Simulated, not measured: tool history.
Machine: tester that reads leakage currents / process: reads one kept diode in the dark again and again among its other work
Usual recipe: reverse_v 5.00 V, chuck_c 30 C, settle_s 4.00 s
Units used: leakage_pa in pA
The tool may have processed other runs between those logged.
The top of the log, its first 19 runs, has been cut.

Run 20, hour 2743.8: usual settings but reverse_v 2.37 V, chuck_c 54 C. Result: leakage_pa 498.23 pA.
Run 21, hour 2848.8: usual settings but reverse_v 3.96 V, chuck_c 46 C, settle_s 5.08 s. Result: leakage_pa 402.88 pA.
Run 22, hour 2957.7: usual settings but reverse_v 3.96 V, chuck_c 46 C, settle_s 5.08 s. Result: leakage_pa 398.18 pA.
Run 23, hour 3090.6: usual settings but reverse_v 1.83 V, chuck_c 40 C, settle_s 0.37 s. Result: leakage_pa 172.71 pA.
Run 24, hour 3289.9: usual settings but reverse_v 1.83 V, chuck_c 40 C, settle_s 0.37 s. Result: leakage_pa 170.35 pA.
At hour 3384.1: chuck's temperature calibrated.
Run 25, hour 3437.4: usual settings but reverse_v 1.83 V, chuck_c 40 C, settle_s 0.37 s. Result: leakage_pa 199.99 pA.
Run 26, hour 3597.6: usual settings but reverse_v 6.52 V, chuck_c 47 C, settle_s 3.77 s. Result: leakage_pa 647.94 pA.
At hour 3783.3: probe card cleaned and baked.
Run 27, hour 3795.5: usual settings but chuck_c 46 C, settle_s 8.11 s. Result: leakage_pa 508.60 pA.
Run 28, hour 3991.4: usual settings but chuck_c 46 C, settle_s 8.11 s. Result: leakage_pa 504.13 pA.
Run 29, hour 4164.4: usual settings but reverse_v 4.80 V, chuck_c 53 C, settle_s 2.54 s. Result: leakage_pa 753.77 pA.
Run 30, hour 4336.4: usual settings but reverse_v 1.45 V, chuck_c 54 C. Result: leakage_pa 398.37 pA.
Run 31, hour 4481.8: usual settings but reverse_v 1.53 V, chuck_c 58 C, settle_s 0.99 s. Result: leakage_pa 520.73 pA.
Run 32, hour 4660.2: usual settings but reverse_v 1.53 V, chuck_c 46 C, settle_s 9.11 s. Result: leakage_pa 244.49 pA.
Run 33, hour 4820.4: usual settings but reverse_v 2.70 V, chuck_c 28 C, settle_s 3.78 s. Result: leakage_pa 98.77 pA.
Run 34, hour 4997.3: usual settings but reverse_v 6.49 V, chuck_c 35 C, settle_s 5.86 s. Result: leakage_pa 268.19 pA.
At hour 5139.2: tester calibrated.
Run 35, hour 5187.8: usual settings but reverse_v 6.49 V, chuck_c 35 C, settle_s 5.86 s. Result: leakage_pa 272.65 pA.
Run 36, hour 5352.1: usual settings but reverse_v 17.17 V, chuck_c 29 C, settle_s 0.92 s. Result: leakage_pa 327.40 pA.
Run 37, hour 5549.7: usual settings but reverse_v 17.17 V, chuck_c 29 C, settle_s 0.92 s. Result: leakage_pa 325.12 pA.
Run 38, hour 5730.1: usual settings but reverse_v 17.17 V, chuck_c 29 C, settle_s 0.92 s. Result: leakage_pa 323.91 pA.
Run 39, hour 5894.0: usual settings but reverse_v 2.18 V, chuck_c 35 C, settle_s 7.21 s. Result: leakage_pa 138.76 pA.
Run 40, hour 5996.1: usual settings but reverse_v 2.18 V, chuck_c 35 C, settle_s 7.21 s. Result: leakage_pa 137.75 pA.

What if the next run were any one of these 3? Each begins from the tool's condition after run 40:
At hour 6094.1: probe card cleaned and baked.
Run A, hour 6150.9: usual settings but reverse_v 2.18 V, chuck_c 51 C, settle_s 7.21 s. Result: leakage_pa ?.
At hour 6094.1: probe card cleaned and baked.
Run B, hour 6150.9: usual settings but reverse_v 14.80 V, chuck_c 21 C, settle_s 2.15 s. Result: leakage_pa ?.
At hour 6094.1: probe card cleaned and baked.
Run C, hour 6150.9: usual settings but reverse_v 3.33 V, chuck_c 39 C, settle_s 7.21 s. Result: leakage_pa ?.

run  leakage_pa
  A      387.74
  B      148.95
  C      225.38
With no hidden state in the tool, these same runs would have given:
run  leakage_pa
  A      446.12
  B      175.27
  C      262.02

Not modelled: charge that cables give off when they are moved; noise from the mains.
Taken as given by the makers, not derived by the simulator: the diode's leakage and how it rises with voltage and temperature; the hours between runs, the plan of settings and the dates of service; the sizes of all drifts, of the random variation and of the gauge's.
